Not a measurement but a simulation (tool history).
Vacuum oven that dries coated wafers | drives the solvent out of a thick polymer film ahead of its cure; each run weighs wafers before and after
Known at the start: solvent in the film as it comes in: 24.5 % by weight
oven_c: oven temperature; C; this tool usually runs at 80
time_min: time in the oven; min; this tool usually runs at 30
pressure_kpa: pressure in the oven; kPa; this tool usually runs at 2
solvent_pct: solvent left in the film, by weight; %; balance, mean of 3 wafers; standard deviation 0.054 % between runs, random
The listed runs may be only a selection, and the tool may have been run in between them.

{"run": 1, "hour": 0.0, "oven_c": 80, "time_min": 30, "pressure_kpa": 2, "solvent_pct": 2.62}
{"run": 2, "hour": 25.1, "oven_c": 80, "time_min": 30, "pressure_kpa": 2, "solvent_pct": 2.62}
{"run": 3, "hour": 43.2, "oven_c": 80, "time_min": 30, "pressure_kpa": 2.25, "solvent_pct": 2.68}
{"run": 4, "hour": 60.2, "oven_c": 80, "time_min": 44, "pressure_kpa": 2, "solvent_pct": 1.76}
{"run": 5, "hour": 73.9, "oven_c": 80, "time_min": 30, "pressure_kpa": 1.27, "solvent_pct": 2.17}
{"run": 6, "hour": 90.7, "oven_c": 80, "time_min": 30, "pressure_kpa": 2, "solvent_pct": 2.64}
{"run": 7, "hour": 114.7, "oven_c": 80, "time_min": 30, "pressure_kpa": 2, "solvent_pct": 2.6}
{"run": 8, "hour": 140.1, "oven_c": 80, "time_min": 30, "pressure_kpa": 2, "solvent_pct": 2.64}
{"run": 9, "hour": 161.1, "oven_c": 80, "time_min": 15, "pressure_kpa": 2, "solvent_pct": 6.1}
{"run": 10, "hour": 185.5, "oven_c": 80, "time_min": 15, "pressure_kpa": 2, "solvent_pct": 6.15}
{"run": 11, "hour": 206.7, "oven_c": 80, "time_min": 15, "pressure_kpa": 2, "solvent_pct": 6.11}
{"run": 12, "hour": 217.2, "oven_c": 80, "time_min": 15, "pressure_kpa": 1.78, "solvent_pct": 5.86}
{"run": 13, "hour": 239.9, "oven_c": 80, "time_min": 15, "pressure_kpa": 1.78, "solvent_pct": 5.96}
{"run": 14, "hour": 251.5, "oven_c": 80, "time_min": 30, "pressure_kpa": 2, "solvent_pct": 2.69}
{"run": 15, "hour": 269.2, "oven_c": 80, "time_min": 30, "pressure_kpa": 5.03, "solvent_pct": 4.64}
{"run": 16, "hour": 292.4, "oven_c": 80, "time_min": 30, "pressure_kpa": 1.13, "solvent_pct": 2.19}
{"run": 17, "hour": 309.9, "oven_c": 80, "time_min": 30, "pressure_kpa": 2, "solvent_pct": 2.71}
{"run": 18, "hour": 325.7, "oven_c": 80, "time_min": 30, "pressure_kpa": 2, "solvent_pct": 2.83}
{"run": 19, "hour": 349.0, "oven_c": 80, "time_min": 30, "pressure_kpa": 2, "solvent_pct": 2.75}
{"run": 20, "hour": 367.5, "oven_c": 80, "time_min": 30, "pressure_kpa": 2, "solvent_pct": 2.71}
{"run": 21, "hour": 390.2, "oven_c": 80, "time_min": 22, "pressure_kpa": 2, "solvent_pct": 4.04}
{"run": 22, "hour": 405.0, "oven_c": 80, "time_min": 22, "pressure_kpa": 2, "solvent_pct": 4.02}
{"run": 23, "hour": 430.1, "oven_c": 80, "time_min": 30, "pressure_kpa": 2, "solvent_pct": 2.88}
{"hour": 437.3, "done": "oven's thermocouples calibrated"}
{"run": 24, "hour": 450.5, "oven_c": 93, "time_min": 47, "pressure_kpa": 1.27, "solvent_pct": 0.75}
{"run": 25, "hour": 468.8, "oven_c": 80, "time_min": 48, "pressure_kpa": 2, "solvent_pct": 1.59}
{"hour": 472.2, "done": "vacuum gauge cleaned of residue and calibrated"}
{"run": 26, "hour": 490.2, "oven_c": 80, "time_min": 48, "pressure_kpa": 2, "solvent_pct": 1.68}
{"run": 27, "hour": 508.7, "oven_c": 73, "time_min": 18, "pressure_kpa": 1.25, "solvent_pct": 6.88}
{"run": 28, "hour": 525.6, "oven_c": 68, "time_min": 18, "pressure_kpa": 5.62, "solvent_pct": 12.45}
{"run": 29, "hour": 540.9, "oven_c": 81, "time_min": 30, "pressure_kpa": 2, "solvent_pct": 2.17}
{"run": 30, "hour": 560.1, "oven_c": 80, "time_min": 22, "pressure_kpa": 2, "solvent_pct": 3.39}
{"hour": 583.2, "done": "vacuum gauge cleaned of residue and calibrated, once more"}
{"run": 31, "hour": 584.5, "oven_c": 92, "time_min": 37, "pressure_kpa": 2, "solvent_pct": 0.74}
{"run": 32, "hour": 608.8, "oven_c": 77, "time_min": 37, "pressure_kpa": 6.94, "solvent_pct": 5.46}
{"run": 33, "hour": 627.7, "oven_c": 70, "time_min": 41, "pressure_kpa": 4.61, "solvent_pct": 5.98}
{"run": 34, "hour": 638.5, "oven_c": 70, "time_min": 41, "pressure_kpa": 4.61, "solvent_pct": 5.9}
{"run": 35, "hour": 653.0, "oven_c": 75, "time_min": 51, "pressure_kpa": 1.28, "solvent_pct": 1.36}
{"run": 36, "hour": 678.2, "oven_c": 90, "time_min": 22, "pressure_kpa": 1.28, "solvent_pct": 0.75}
{"run": 37, "hour": 703.5, "oven_c": 90, "time_min": 22, "pressure_kpa": 1.28, "solvent_pct": 0.86}
{"run": 38, "hour": 717.3, "oven_c": 67, "time_min": 43, "pressure_kpa": 4.88, "solvent_pct": 7.43}
{"run": 39, "hour": 730.6, "oven_c": 73, "time_min": 47, "pressure_kpa": 6.2, "solvent_pct": 5.82}
{"run": 40, "hour": 748.7, "oven_c": 70, "time_min": 30, "pressure_kpa": 2, "solvent_pct": 5.42}
{"run": 41, "hour": 763.9, "oven_c": 70, "time_min": 19, "pressure_kpa": 1.8, "solvent_pct": 8.04}
{"run": 42, "hour": 777.8, "oven_c": 80, "time_min": 29, "pressure_kpa": 2, "solvent_pct": 2.11}
{"run": 43, "hour": 794.0, "oven_c": 81, "time_min": 45, "pressure_kpa": 1.17, "solvent_pct": 0.85}
{"run": 44, "hour": 816.4, "oven_c": 81, "time_min": 45, "pressure_kpa": 1.17, "solvent_pct": 0.82}
{"run": 45, "hour": 838.8, "oven_c": 73, "time_min": 28, "pressure_kpa": 1.5, "solvent_pct": 4.23}

Table of differences, measured result less the result of that run with no hidden state. Run-to-run variation is the same in both. Gauge scatter possibly is not:
Hidden conditions of the tool in this case: true wafer temperature over the reading, C; true pressure over the reading, kPa; drift of the gauge itself on solvent_pct, %.
run=1 solvent_pct=+0.62
run=2 solvent_pct=+0.64
run=3 solvent_pct=+0.64
run=4 solvent_pct=+0.44
run=5 solvent_pct=+0.63
run=6 solvent_pct=+0.68
run=7 solvent_pct=+0.67
run=8 solvent_pct=+0.67
run=9 solvent_pct=+1.11
run=10 solvent_pct=+1.13
run=11 solvent_pct=+1.14
run=12 solvent_pct=+1.13
run=13 solvent_pct=+1.14
run=14 solvent_pct=+0.75
run=15 solvent_pct=+0.88
run=16 solvent_pct=+0.72
run=17 solvent_pct=+0.76
run=18 solvent_pct=+0.78
run=19 solvent_pct=+0.78
run=20 solvent_pct=+0.8
run=21 solvent_pct=+1.05
run=22 solvent_pct=+1.06
run=23 solvent_pct=+0.84
run=24 solvent_pct=+0.17
run=25 solvent_pct=+0.29
run=26 solvent_pct=+0.36
run=27 solvent_pct=+0.39
run=28 solvent_pct=+0.45
run=29 solvent_pct=+0.37
run=30 solvent_pct=+0.39
run=31 solvent_pct=-0.01
run=32 solvent_pct=+0.05
run=33 solvent_pct=+0.08
run=34 solvent_pct=+0.09
run=35 solvent_pct=+0.03
run=36 solvent_pct=+0.03
run=37 solvent_pct=+0.03
run=38 solvent_pct=+0.17
run=39 solvent_pct=+0.12
run=40 solvent_pct=+0.18
run=41 solvent_pct=+0.2
run=42 solvent_pct=+0.11
run=43 solvent_pct=+0.05
run=44 solvent_pct=+0.05
run=45 solvent_pct=+0.22

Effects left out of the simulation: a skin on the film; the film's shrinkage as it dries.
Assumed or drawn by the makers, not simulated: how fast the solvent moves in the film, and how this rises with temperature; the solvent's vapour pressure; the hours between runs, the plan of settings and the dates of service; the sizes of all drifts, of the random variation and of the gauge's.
